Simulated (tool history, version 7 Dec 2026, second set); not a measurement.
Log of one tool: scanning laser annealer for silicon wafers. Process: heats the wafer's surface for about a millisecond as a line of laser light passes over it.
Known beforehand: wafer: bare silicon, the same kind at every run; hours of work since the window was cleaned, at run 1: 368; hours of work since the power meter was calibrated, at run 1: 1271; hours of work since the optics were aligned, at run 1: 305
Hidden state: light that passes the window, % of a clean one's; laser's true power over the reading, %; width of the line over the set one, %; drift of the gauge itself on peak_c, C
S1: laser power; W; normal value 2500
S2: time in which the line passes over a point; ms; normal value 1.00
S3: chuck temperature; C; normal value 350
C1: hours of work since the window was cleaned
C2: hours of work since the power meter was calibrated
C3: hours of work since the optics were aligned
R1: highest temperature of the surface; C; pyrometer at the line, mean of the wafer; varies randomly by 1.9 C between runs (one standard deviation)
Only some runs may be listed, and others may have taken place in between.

| run | day | S1 | S2 | S3 | C1 | C2 | C3 | R1 |
|---|---|---|---|---|---|---|---|---|
| 1 | 0.000 | 2500 | 1.00 | 350 | 368 | 1271 | 305 | 1163 |
| 2 | 4.008 | 2500 | 1.00 | 350 | 441 | 1344 | 377 | 1161 |
| 3 | 6.292 | 2500 | 1.00 | 350 | 482 | 1385 | 419 | 1157 |
| 4 | 10.342 | 2500 | 1.00 | 350 | 555 | 1458 | 492 | 1152 |
| 5 | 12.421 | 2500 | 1.00 | 350 | 593 | 1496 | 530 | 1156 |
| 6 | 15.167 | 2500 | 1.22 | 350 | 642 | 1545 | 579 | 1237 |
| 7 | 17.775 | 2500 | 1.22 | 350 | 690 | 1592 | 626 | 1236 |
| 8 | 22.033 | 2500 | 1.22 | 350 | 767 | 1669 | 703 | 1231 |
| 9 | 25.896 | 2500 | 1.22 | 350 | 836 | 1739 | 773 | 1228 |
| 10 | 29.938 | 2500 | 1.22 | 350 | 910 | 1812 | 846 | 1224 |
|  | 31.179 | window over the wafer cleaned |
| 11 | 32.133 | 2682 | 1.00 | 378 | 17 | 1851 | 884 | 1282 |
| 12 | 35.417 | 2195 | 0.84 | 335 | 77 | 1910 | 944 | 971 |
| 13 | 37.625 | 2231 | 0.80 | 360 | 117 | 1950 | 984 | 992 |
| 14 | 41.179 | 2549 | 0.77 | 348 | 181 | 2014 | 1048 | 1077 |
| 15 | 44.892 | 2549 | 0.77 | 348 | 248 | 2081 | 1115 | 1075 |
| 16 | 47.992 | 2625 | 1.00 | 359 | 304 | 2137 | 1171 | 1218 |
| 17 | 50.083 | 2627 | 0.77 | 359 | 342 | 2175 | 1209 | 1108 |
| 18 | 53.925 | 2376 | 0.77 | 342 | 411 | 2245 | 1278 | 999 |
| 19 | 57.908 | 2376 | 0.77 | 342 | 483 | 2317 | 1351 | 996 |

Predict each of these 3 candidate next runs independently; none follows another, all start after run 19:
| A | 59.892 | 2251 | 1.16 | 357 | 519 | 2352 | 1386 | ? |
| B | 59.892 | 2605 | 1.17 | 342 | 519 | 2352 | 1386 | ? |
| C | 59.892 | 2500 | 1.00 | 324 | 519 | 2352 | 1386 | ? |

| run | R1 |
|---|---|
| A | 1118 |
| B | 1258 |
| C | 1121 |
The same runs, with their run-to-run variation unchanged, on a tool lacking any hidden condition would have given:
| run | R1 |
|---|---|
| A | 1157 |
| B | 1305 |
| C | 1162 |
